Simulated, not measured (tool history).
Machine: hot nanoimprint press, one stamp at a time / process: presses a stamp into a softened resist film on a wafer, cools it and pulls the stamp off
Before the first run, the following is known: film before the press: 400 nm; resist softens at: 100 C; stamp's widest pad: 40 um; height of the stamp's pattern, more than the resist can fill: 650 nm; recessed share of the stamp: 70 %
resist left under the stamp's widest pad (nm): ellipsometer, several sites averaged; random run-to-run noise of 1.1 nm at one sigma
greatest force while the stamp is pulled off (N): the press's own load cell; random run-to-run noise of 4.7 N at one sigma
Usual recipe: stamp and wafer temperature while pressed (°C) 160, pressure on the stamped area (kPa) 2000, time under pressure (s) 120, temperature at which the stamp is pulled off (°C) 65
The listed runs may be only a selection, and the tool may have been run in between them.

run   hour  stamp and wafer temperature while pressed (°C)  pressure on the stamped area (kPa)  time under pressure (s)  temperature at which the stamp is pulled off (°C)  resist left under the stamp's widest pad (nm)  greatest force while the stamp is pulled off (N)
  1      0                                             160                                2000                      120                                                 65                                          196.3                                               254
  2     12                                             160                                2000                      120                                                 68                                          196.8                                               237
  3   20.3                                             160                                2000                      120                                                 55                                          195.7                                               327
  4   34.5                                             160                                2000                      120                                                 55                                          197.5                                               326
  5   44.7                                             160                                2000                      120                                                 55                                          196.2                                               328
  6   53.1                                             160                                2000                      120                                                 55                                          196.7                                               327
  7   67.5                                             160                                2000                      120                                                 65                                          197.6                                               268
  8   78.2                                             160                                2000                      120                                                 63                                          198.9                                               282
  9   85.3                                             160                                2000                      164                                                 68                                          174.9                                               246
 10   91.9                                             160                                2000                      164                                                 68                                            176                                               242
 11  100.2                                             170                                1840                      100                                                 56                                          131.7                                               349
 12  116.3                                             154                                1320                      108                                                 57                                            301                                               344
 13  129.4                                             154                                1320                      108                                                 71                                          299.9                                               243
 14  141.8                                             154                                1320                      108                                                 71                                          301.2                                               245

Branching from run 14: 3 alternative next runs. What would each branch give?
  A  158.1                                             154                                2790                      136                                                 71                                              ?                                                 ?
  B  158.1                                             160                                2000                       62                                                 65                                              ?                                                 ?
  C  158.1                                             151                                1320                      156                                                 56                                              ?                                                 ?

run  resist left under the stamp's widest pad (nm)  greatest force while the stamp is pulled off (N)
  A                                          230.7                                               247
  B                                          251.1                                               282
  C                                          306.1                                               351
Without the tool's hidden state the same runs would have given:
run  resist left under the stamp's widest pad (nm)  greatest force while the stamp is pulled off (N)
  A                                          219.4                                               194
  B                                          241.2                                               223
  C                                          296.9                                               278
